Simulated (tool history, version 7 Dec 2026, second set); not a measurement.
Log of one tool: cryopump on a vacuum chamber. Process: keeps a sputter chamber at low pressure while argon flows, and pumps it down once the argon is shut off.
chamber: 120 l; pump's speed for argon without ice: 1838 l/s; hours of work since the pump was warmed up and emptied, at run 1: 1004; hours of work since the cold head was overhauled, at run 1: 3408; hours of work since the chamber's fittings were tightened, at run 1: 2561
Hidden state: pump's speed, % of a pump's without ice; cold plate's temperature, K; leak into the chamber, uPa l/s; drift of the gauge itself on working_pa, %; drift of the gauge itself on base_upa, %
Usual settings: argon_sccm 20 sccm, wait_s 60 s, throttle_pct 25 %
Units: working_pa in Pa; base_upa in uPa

run,day,argon_sccm,wait_s,throttle_pct,hours of work since the pump was warmed up and emptied,hours of work since the cold head was overhauled,hours of work since the chamber's fittings were tightened,working_pa,base_upa
1,0.000,20,60,25,1004,3408,2561,0.0791,1.45
2,3.983,21,60,25,1089,3492,2645,0.0830,1.42
# day 7.008: pump warmed up, emptied and cooled again
3,7.825,21,60,25,17,3570,2722,0.0781,1.40
4,12.200,21,60,25,110,3662,2815,0.0779,1.44
5,14.517,21,60,25,159,3712,2864,0.0785,1.36
6,18.629,27,60,25,247,3799,2952,0.1012,1.43
7,22.879,27,60,25,337,3889,3042,0.1032,1.43
8,27.150,26,60,25,428,3980,3133,0.0991,1.46
9,28.908,26,60,25,465,4017,3170,0.0995,1.45
10,30.812,26,60,25,505,4058,3210,0.0995,1.44
11,35.079,26,60,25,596,4148,3301,0.0994,1.52
12,37.492,26,60,25,647,4199,3352,0.1005,1.48
13,41.642,26,60,25,735,4288,3440,0.1006,1.53
14,45.525,20,60,25,818,4370,3523,0.0780,1.52
15,49.433,20,60,25,901,4453,3606,0.0779,1.51
16,51.758,22,60,25,950,4502,3655,0.0868,1.62
17,54.946,22,60,25,1018,4570,3723,0.0879,1.58
18,57.279,33,195,18,1067,4619,3772,0.1791,0.93
# day 59.512: leaking fittings of the chamber tightened, without venting
# day 61.462: pump warmed up, emptied and cooled again
19,61.596,26,129,23,3,4705,40,0.1059,0.60
20,64.042,20,60,48,55,4757,92,0.0399,1.16
21,68.092,9,113,48,141,4843,178,0.0172,0.71
22,72.121,20,220,48,226,4928,263,0.0406,0.49
23,73.946,20,220,31,265,4967,302,0.0616,0.50
24,77.262,30,62,25,335,5038,372,0.1143,1.19
25,79.212,30,62,25,377,5079,414,0.1138,1.20
26,82.796,37,52,16,453,5155,490,0.2199,1.46
27,85.667,37,52,16,514,5216,551,0.2183,1.39
28,89.458,30,109,55,594,5296,631,0.0563,0.80
29,93.021,30,109,55,670,5372,707,0.0563,0.84
30,96.804,25,32,20,750,5452,787,0.1217,2.17
31,99.104,22,60,25,799,5501,836,0.0860,1.30
32,101.767,22,60,25,856,5558,893,0.0856,1.29
33,104.954,8,60,48,923,5625,960,0.0175,1.31

3 ways to go on from here, each from the tool as it stands after run 33. What would each give?
A,107.625,13,60,48,980,5682,1017,?,?
B,107.625,8,60,16,980,5682,1017,?,?
C,107.625,36,22,35,980,5682,1017,?,?

run,working_pa,base_upa
A,0.0290,1.28
B,0.0490,1.31
C,0.1049,3.00
Without the tool's hidden state the same runs would have given:
run,working_pa,base_upa
A,0.0249,1.10
B,0.0464,1.14
C,0.0935,2.83
